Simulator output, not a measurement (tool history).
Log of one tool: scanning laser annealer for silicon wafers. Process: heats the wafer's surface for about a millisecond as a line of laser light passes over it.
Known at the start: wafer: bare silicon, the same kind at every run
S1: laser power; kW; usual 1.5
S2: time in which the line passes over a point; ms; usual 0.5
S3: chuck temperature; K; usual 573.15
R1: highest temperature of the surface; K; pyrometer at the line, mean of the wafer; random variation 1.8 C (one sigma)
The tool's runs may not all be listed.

run 1 hour=0 | S1=1.5 S2=0.5 S3=573.15 | R1=1277.15
run 2 hour=67.6 | S1=1.5 S2=0.5 S3=573.15 | R1=1277.15
-- hour=137.8 window over the wafer cleaned
run 3 hour=144.7 | S1=1.5 S2=0.388 S3=573.15 | R1=1215.15
run 4 hour=221.9 | S1=1.592 S2=0.388 S3=573.15 | R1=1262.15
run 5 hour=285 | S1=1.5 S2=0.5 S3=573.15 | R1=1298.15
run 6 hour=319.9 | S1=1.5 S2=0.5 S3=573.15 | R1=1301.15
run 7 hour=376.3 | S1=1.5 S2=0.5 S3=573.15 | R1=1300.15
run 8 hour=430.2 | S1=1.5 S2=0.5 S3=573.15 | R1=1300.15
run 9 hour=491 | S1=1.5 S2=0.5 S3=573.15 | R1=1295.15
run 10 hour=563.5 | S1=1.5 S2=0.5 S3=573.15 | R1=1296.15
run 11 hour=629.3 | S1=1.5 S2=0.5 S3=573.15 | R1=1295.15
run 12 hour=707.9 | S1=1.5 S2=0.5 S3=573.15 | R1=1291.15
run 13 hour=767.7 | S1=1.5 S2=0.5 S3=573.15 | R1=1292.15
run 14 hour=811.5 | S1=1.5 S2=0.5 S3=573.15 | R1=1290.15
run 15 hour=850.1 | S1=1.5 S2=0.5 S3=573.15 | R1=1290.15
run 16 hour=916.3 | S1=1.5 S2=0.396 S3=573.15 | R1=1210.15
run 17 hour=971.4 | S1=1.5 S2=0.5 S3=573.15 | R1=1287.15
run 18 hour=1027.9 | S1=1.5 S2=0.391 S3=573.15 | R1=1203.15
run 19 hour=1099.6 | S1=1.5 S2=0.5 S3=573.15 | R1=1285.15
run 20 hour=1161.3 | S1=1.548 S2=0.5 S3=573.15 | R1=1311.15
run 21 hour=1245.9 | S1=1.522 S2=0.5 S3=575.15 | R1=1299.15
run 22 hour=1313.8 | S1=1.334 S2=0.403 S3=562.15 | R1=1113.15
run 23 hour=1348.5 | S1=1.334 S2=0.403 S3=562.15 | R1=1112.15
run 24 hour=1418.1 | S1=1.462 S2=0.403 S3=613.15 | R1=1224.15
run 25 hour=1478.1 | S1=1.5 S2=0.409 S3=600.15 | R1=1237.15
run 26 hour=1563.1 | S1=1.552 S2=0.421 S3=585.15 | R1=1256.15
run 27 hour=1644.8 | S1=1.552 S2=0.421 S3=585.15 | R1=1254.15
run 28 hour=1713.9 | S1=1.552 S2=0.476 S3=585.15 | R1=1296.15
run 29 hour=1794.5 | S1=1.552 S2=0.476 S3=585.15 | R1=1295.15
run 30 hour=1840.1 | S1=1.61 S2=0.46 S3=572.15 | R1=1298.15
run 31 hour=1902.9 | S1=1.61 S2=0.46 S3=572.15 | R1=1296.15
run 32 hour=1961.2 | S1=1.636 S2=0.452 S3=583.15 | R1=1316.15
run 33 hour=2014.5 | S1=1.583 S2=0.374 S3=580.15 | R1=1219.15
-- hour=2049.1 window over the wafer cleaned
run 34 hour=2054.8 | S1=1.5 S2=0.517 S3=578.15 | R1=1312.15
run 35 hour=2136.6 | S1=1.607 S2=0.457 S3=573.15 | R1=1325.15
run 36 hour=2172.9 | S1=1.607 S2=0.457 S3=573.15 | R1=1325.15
run 37 hour=2230.2 | S1=1.5 S2=0.596 S3=546.15 | R1=1336.15
run 38 hour=2293.3 | S1=1.552 S2=0.5 S3=585.15 | R1=1338.15
run 39 hour=2330.1 | S1=1.5 S2=0.385 S3=582.15 | R1=1213.15
run 40 hour=2401.7 | S1=1.5 S2=0.385 S3=582.15 | R1=1214.15

Some steps in R1 between neighbouring runs. How much of each would the tool show without its hidden state too (settings, what came in, random variation), and how much is left for the hidden state, with any gauge scatter that isn't in both results?
The hidden state here: light that passes the window, % of a clean one's; laser's true power over the reading, %; width of the line over the set one, %; drift of the gauge itself on peak_c, C.
Run 2 -> 3: S2 0.5 -> 0.388, window over the wafer cleaned. R1 -62 K: hidden state +30, all else -92.
Run 21 -> 22: S1 1.522 -> 1.334, S2 0.5 -> 0.403, S3 575.15 -> 562.15. R1 -186 K: hidden state +7, all else -193.
Run 23 -> 24: S1 1.334 -> 1.462, S3 562.15 -> 613.15. R1 +112 K: hidden state -4, all else +116.
Run 33 -> 34: S1 1.583 -> 1.5, S2 0.374 -> 0.517, S3 580.15 -> 578.15, window over the wafer cleaned. R1 +93 K: hidden state +28, all else +65.
Run 38 -> 39: S1 1.552 -> 1.5, S2 0.5 -> 0.385, S3 585.15 -> 582.15. R1 -125 K: hidden state +4, all else -129.

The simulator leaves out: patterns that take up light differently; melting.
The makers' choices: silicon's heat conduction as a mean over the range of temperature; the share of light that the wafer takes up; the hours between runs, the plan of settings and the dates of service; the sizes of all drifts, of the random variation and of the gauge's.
